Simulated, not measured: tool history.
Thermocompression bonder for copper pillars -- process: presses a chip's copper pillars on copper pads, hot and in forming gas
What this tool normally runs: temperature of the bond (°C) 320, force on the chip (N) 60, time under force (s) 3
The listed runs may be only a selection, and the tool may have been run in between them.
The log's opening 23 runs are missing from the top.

run,day,temperature of the bond (°C),force on the chip (N),time under force (s),hours of work since the heater was calibrated,hours of work since the force cell was calibrated,hours of work since the gas filter was changed,force that shears a chip off (N)
24,12.621,320,44,2,560,155,55,32.8
25,13.042,325,37,2,568,163,63,28.5
26,13.554,325,37,2,578,172,73,28.6
27,14.367,325,49,2,593,188,88,38.8
28,15.188,336,49,2,609,204,104,43.3
29,15.642,336,49,2,617,212,112,44
30,15.983,316,78,2,624,219,119,57.2
31,16.333,320,79,3,631,225,125,69.4
32,16.904,320,79,3,641,236,136,69.3
33,17.379,341,60,3,650,245,145,65.1
34,17.862,319,80,3,660,254,154,69.7
35,18.312,319,80,3,668,263,163,69.5
36,18.779,328,53,6,677,272,172,66.6
37,19.246,295,60,3,686,281,181,40.4
38,19.588,296,60,3,692,287,187,40.4
39,19.942,292,60,4,699,294,194,44.3

Consider 3 possible next runs. They are alternatives, not a sequence: every one starts from the tool as it was left by run 39. What does each give?
A,20.692,320,60,2,713,308,208,?
B,20.692,323,60,5,713,308,208,?
C,20.692,314,60,4,713,308,208,?

run,force that shears a chip off (N)
A,45.7
B,66.5
C,56
Take away the tool's hidden state, keep each run's random variation, and the runs would have read:
run,force that shears a chip off (N)
A,46.1
B,67.3
C,56.5

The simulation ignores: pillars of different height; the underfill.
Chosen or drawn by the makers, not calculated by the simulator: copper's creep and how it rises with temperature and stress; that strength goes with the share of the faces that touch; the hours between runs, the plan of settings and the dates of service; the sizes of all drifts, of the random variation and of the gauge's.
